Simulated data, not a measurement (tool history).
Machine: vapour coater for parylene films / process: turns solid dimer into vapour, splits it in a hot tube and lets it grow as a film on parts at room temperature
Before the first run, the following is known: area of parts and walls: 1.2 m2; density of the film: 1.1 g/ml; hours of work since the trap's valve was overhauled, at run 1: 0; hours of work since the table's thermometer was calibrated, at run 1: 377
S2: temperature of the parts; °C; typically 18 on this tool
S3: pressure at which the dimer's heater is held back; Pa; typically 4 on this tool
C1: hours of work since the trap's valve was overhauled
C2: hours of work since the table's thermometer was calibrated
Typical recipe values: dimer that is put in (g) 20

run 1 day=0 | dimer_that_is_put_in_(g)=20 S2=18 S3=4 | C1=0 C2=377 | thickness_of_the_film_(nm)=8570
run 2 day=0.779 | dimer_that_is_put_in_(g)=20 S2=18 S3=4 | C1=11 C2=388 | thickness_of_the_film_(nm)=8490
run 3 day=1.579 | dimer_that_is_put_in_(g)=20 S2=18 S3=4 | C1=23 C2=400 | thickness_of_the_film_(nm)=8570
run 4 day=2.196 | dimer_that_is_put_in_(g)=20 S2=18 S3=4 | C1=32 C2=409 | thickness_of_the_film_(nm)=8460
run 5 day=3.129 | dimer_that_is_put_in_(g)=20 S2=18 S3=6.48 | C1=45 C2=422 | thickness_of_the_film_(nm)=7710
run 6 day=4.162 | dimer_that_is_put_in_(g)=20 S2=30 S3=6.48 | C1=61 C2=437 | thickness_of_the_film_(nm)=4400
run 7 day=5.221 | dimer_that_is_put_in_(g)=20 S2=30 S3=8.05 | C1=76 C2=453 | thickness_of_the_film_(nm)=4240
run 8 day=6.125 | dimer_that_is_put_in_(g)=18 S2=18 S3=4 | C1=89 C2=466 | thickness_of_the_film_(nm)=7580
run 9 day=6.988 | dimer_that_is_put_in_(g)=20 S2=18 S3=4 | C1=102 C2=478 | thickness_of_the_film_(nm)=8630
run 10 day=7.621 | dimer_that_is_put_in_(g)=20 S2=18 S3=4 | C1=111 C2=487 | thickness_of_the_film_(nm)=8420
run 11 day=8.579 | dimer_that_is_put_in_(g)=20 S2=13 S3=2.15 | C1=125 C2=501 | thickness_of_the_film_(nm)=11940
run 12 day=9.638 | dimer_that_is_put_in_(g)=18 S2=22 S3=5.3 | C1=140 C2=517 | thickness_of_the_film_(nm)=6100
run 13 day=10.888 | dimer_that_is_put_in_(g)=27 S2=16 S3=7.74 | C1=158 C2=535 | thickness_of_the_film_(nm)=11030
run 14 day=12.112 | dimer_that_is_put_in_(g)=27 S2=18 S3=4.7 | C1=176 C2=553 | thickness_of_the_film_(nm)=11090
run 15 day=13.342 | dimer_that_is_put_in_(g)=27 S2=18 S3=4.7 | C1=194 C2=571 | thickness_of_the_film_(nm)=11120
run 16 day=14.408 | dimer_that_is_put_in_(g)=10 S2=19 S3=6.1 | C1=209 C2=586 | thickness_of_the_film_(nm)=3800
run 17 day=15.4 | dimer_that_is_put_in_(g)=20 S2=11 S3=4 | C1=224 C2=600 | thickness_of_the_film_(nm)=11710
run 18 day=16.008 | dimer_that_is_put_in_(g)=11 S2=11 S3=4.4 | C1=233 C2=609 | thickness_of_the_film_(nm)=6350
run 19 day=17.221 | dimer_that_is_put_in_(g)=30 S2=14 S3=3.79 | C1=250 C2=627 | thickness_of_the_film_(nm)=15320

Here are 4 independent what-if runs from the current tool condition. What would each one return?
run A day=17.925 | dimer_that_is_put_in_(g)=20 S2=22 S3=5.06 | C1=261 C2=637 | thickness_of_the_film_(nm)=?
run B day=17.925 | dimer_that_is_put_in_(g)=30 S2=14 S3=5.46 | C1=261 C2=637 | thickness_of_the_film_(nm)=?
run C day=17.925 | dimer_that_is_put_in_(g)=13 S2=17 S3=4 | C1=261 C2=637 | thickness_of_the_film_(nm)=?
run D day=17.925 | dimer_that_is_put_in_(g)=29 S2=22 S3=2.3 | C1=261 C2=637 | thickness_of_the_film_(nm)=?

run=A thickness_of_the_film_(nm)=6680
run=B thickness_of_the_film_(nm)=14320
run=C thickness_of_the_film_(nm)=5720
run=D thickness_of_the_film_(nm)=11690
Stripped of hidden state, with their random variation kept, the same runs would have yielded:
run=A thickness_of_the_film_(nm)=6690
run=B thickness_of_the_film_(nm)=14350
run=C thickness_of_the_film_(nm)=5730
run=D thickness_of_the_film_(nm)=11720
